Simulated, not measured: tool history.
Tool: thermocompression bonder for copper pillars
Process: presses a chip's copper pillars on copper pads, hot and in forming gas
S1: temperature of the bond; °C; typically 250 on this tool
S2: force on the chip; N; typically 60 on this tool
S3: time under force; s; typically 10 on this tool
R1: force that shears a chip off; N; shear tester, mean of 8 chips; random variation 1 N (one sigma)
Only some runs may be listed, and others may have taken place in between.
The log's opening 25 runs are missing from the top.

run	hour	S1	S2	S3	R1
26	530.5	261	42	8	85.2
27	553.4	266	60	9	108.9
28	575.5	250	60	22	112.4
29	595.6	242	74	7	95.0
# hour 617.8: heater calibrated with a thermocouple chip, once more
30	619.7	246	53	13	77.3
31	635.5	246	57	12	80.7
32	659.0	256	77	9	97.4
33	683.6	249	40	9	58.2
34	705.0	240	40	9	52.3
35	720.2	240	40	9	50.0
36	735.5	255	65	10	88.2
37	750.6	236	80	5	67.7
# hour 757.3: forming gas filter changed
38	764.6	250	63	6	79.0
39	786.1	248	81	6	90.6
40	809.1	248	81	6	90.2

4 ways to go on from here, each from the tool as it stands after run 40. What would each give?
A	836.1	224	60	12	?
B	836.1	248	84	6	?
C	836.1	250	60	16	?
D	836.1	259	76	8	?

run	R1
A	65.8
B	89.9
C	97.5
D	102.0
What these runs would have given with no unlogged condition in the tool:
run	R1
A	69.3
B	94.0
C	101.7
D	106.3
